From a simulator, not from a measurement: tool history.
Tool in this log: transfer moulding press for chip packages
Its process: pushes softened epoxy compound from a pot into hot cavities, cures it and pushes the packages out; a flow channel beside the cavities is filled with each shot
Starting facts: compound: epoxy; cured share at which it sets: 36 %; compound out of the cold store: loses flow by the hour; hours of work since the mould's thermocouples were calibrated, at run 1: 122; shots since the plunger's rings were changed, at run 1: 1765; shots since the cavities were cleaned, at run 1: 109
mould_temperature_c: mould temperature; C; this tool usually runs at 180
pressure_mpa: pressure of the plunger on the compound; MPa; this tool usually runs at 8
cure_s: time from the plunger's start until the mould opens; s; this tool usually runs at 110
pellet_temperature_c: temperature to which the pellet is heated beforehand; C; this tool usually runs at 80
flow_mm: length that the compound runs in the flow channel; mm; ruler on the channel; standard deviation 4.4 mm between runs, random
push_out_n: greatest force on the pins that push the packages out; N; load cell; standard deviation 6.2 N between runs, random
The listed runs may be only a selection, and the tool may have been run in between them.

| run | day | mould_temperature_c | pressure_mpa | cure_s | pellet_temperature_c | hours of work since the mould's thermocouples were calibrated | shots since the plunger's rings were changed | shots since the cavities were cleaned | incoming compound's hours out of the cold store | flow_mm | push_out_n |
|---|---|---|---|---|---|---|---|---|---|---|---|
| 1 | 0 | 180 | 8 | 110 | 80 | 122 | 1765 | 109 | 31.1 | 645 | 269 |
| 2 | 1.325 | 180 | 8 | 110 | 80 | 144 | 2135 | 479 | 47.6 | 573 | 333 |
|  | 1.712 | cavities cleaned with cleaning compound and waxed |
|  | 3.142 | plunger's sealing rings changed |
| 3 | 3.425 | 180 | 8 | 110 | 80 | 175 | 78 | 448 | 34.4 | 649 | 330 |
|  | 4.012 | cavities cleaned with cleaning compound and waxed |
| 4 | 5.238 | 180 | 8 | 110 | 80 | 203 | 566 | 341 | 38.7 | 620 | 305 |
|  | 6.2 | cavities cleaned with cleaning compound and waxed |
| 5 | 7.35 | 180 | 8 | 110 | 80 | 236 | 1137 | 321 | 18 | 704 | 312 |
|  | 8.283 | cavities cleaned with cleaning compound and waxed |
| 6 | 9.1 | 180 | 8 | 110 | 80 | 263 | 1607 | 228 | 17.6 | 703 | 296 |
| 7 | 10.029 | 180 | 8 | 110 | 81 | 278 | 1866 | 487 | 24.3 | 677 | 318 |
|  | 10.367 | cavities cleaned with cleaning compound and waxed |
| 8 | 11.583 | 180 | 8 | 110 | 80 | 302 | 2281 | 339 | 25.3 | 662 | 316 |
|  | 12.446 | cavities cleaned with cleaning compound and waxed |
|  | 12.875 | plunger's sealing rings changed |
| 9 | 13.362 | 180 | 8 | 110 | 80 | 328 | 135 | 226 | 26.6 | 677 | 281 |
|  | 14.667 | cavities cleaned with cleaning compound and waxed |
| 10 | 15.346 | 177 | 8 | 110 | 80 | 359 | 670 | 189 | 16.8 | 727 | 325 |
|  | 16.808 | cavities cleaned with cleaning compound and waxed |
| 11 | 17.196 | 180 | 8 | 110 | 80 | 388 | 1168 | 108 | 14.1 | 714 | 275 |
|  | 18.908 | cavities cleaned with cleaning compound and waxed |
| 12 | 19.067 | 180 | 8 | 110 | 80 | 417 | 1672 | 45 | 34.4 | 630 | 254 |
| 13 | 20.517 | 183 | 8 | 110 | 80 | 440 | 2076 | 449 | 33.6 | 625 | 304 |
|  | 21.038 | cavities cleaned with cleaning compound and waxed |
| 14 | 22.121 | 179 | 7.82 | 126 | 83 | 465 | 2504 | 301 | 45.9 | 570 | 290 |
|  | 22.567 | plunger's sealing rings changed |
|  | 23.229 | cavities cleaned with cleaning compound and waxed |
| 15 | 23.825 | 179 | 7.82 | 126 | 83 | 490 | 333 | 166 | 30.2 | 652 | 260 |
| 16 | 24.775 | 179 | 7.82 | 126 | 83 | 505 | 597 | 430 | 14.5 | 729 | 306 |
|  | 25.412 | cavities cleaned with cleaning compound and waxed |
| 17 | 26.2 | 180 | 7.63 | 110 | 83 | 527 | 976 | 218 | 28.8 | 649 | 294 |
| 18 | 27.096 | 180 | 8.42 | 110 | 83 | 541 | 1226 | 468 | 32.8 | 652 | 331 |
|  | 27.496 | cavities cleaned with cleaning compound and waxed |
| 19 | 28.754 | 180 | 8.42 | 110 | 83 | 567 | 1671 | 351 | 27.5 | 677 | 313 |
|  | 29.625 | cavities cleaned with cleaning compound and waxed |
| 20 | 29.642 | 187 | 8 | 101 | 83 | 580 | 1901 | 5 | 41 | 586 | 221 |
|  | 30.562 | mould's thermocouples calibrated |
| 21 | 31.371 | 186 | 6.6 | 110 | 80 | 13 | 2359 | 463 | 33.2 | 560 | 312 |
|  | 31.804 | cavities cleaned with cleaning compound and waxed |
|  | 32.508 | plunger's sealing rings changed |
| 22 | 33.229 | 186 | 6.6 | 110 | 80 | 40 | 201 | 367 | 18.7 | 628 | 294 |

Run 23, settings as shown, results not yet in. Your forecast:
|  | 34.017 | cavities cleaned with cleaning compound and waxed |
| 23 | 34.167 | 186 | 6.6 | 110 | 80 | 54 | 445 | 42 | 18.9 | ? | ? |

{"run 23": {"flow_mm": 624, "push_out_n": 227}}
On a tool with no hidden condition, and with the same random variation, this run would have come out at flow_mm 628 mm, push_out_n 215 N.

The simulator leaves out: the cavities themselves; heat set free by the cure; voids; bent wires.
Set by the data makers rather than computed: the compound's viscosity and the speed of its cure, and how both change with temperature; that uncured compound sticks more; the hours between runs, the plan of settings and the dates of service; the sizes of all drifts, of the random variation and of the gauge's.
